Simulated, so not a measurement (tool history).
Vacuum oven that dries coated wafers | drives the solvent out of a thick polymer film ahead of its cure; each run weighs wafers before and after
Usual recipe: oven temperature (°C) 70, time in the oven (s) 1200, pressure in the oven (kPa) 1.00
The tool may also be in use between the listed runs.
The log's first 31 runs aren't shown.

run     day  oven temperature (°C)  time in the oven (s)  pressure in the oven (kPa)  solvent left in the film (%)
 32  18.354                     75                   780                        1.51                          2.13
 33  18.846                     70                   840                        1.00                          2.67
 34  19.654                     61                   600                        1.06                          7.65
 35  20.362                     62                   600                        0.57                          6.73
 36  21.083                     67                   660                        0.57                          4.34
 37  21.696                     84                  1200                        1.00                          0.38
 38  22.479                     66                  1380                        1.00                          1.92
 39  22.825                     66                  1380                        1.00                          1.92
 40  23.408                     70                  1680                        0.67                          0.75
 41  24.225                     79                  1680                        0.67                          0.39

Alternative continuations, all from the tool just after run 41; predict every row:
  A  24.650                     75                   660                        0.70                             ?
  B  24.650                     79                   780                        0.67                             ?
  C  24.650                     68                  1020                        0.67                             ?
  D  24.650                     66                  1920                        0.75                             ?

run  solvent left in the film (%)
  A                          2.21
  B                          1.03
  C                          2.31
  D                          0.98
With the hidden condition removed and each run's random variation left untouched, the same runs would have given:
run  solvent left in the film (%)
  A                          1.91
  B                          0.87
  C                          2.00
  D                          0.83
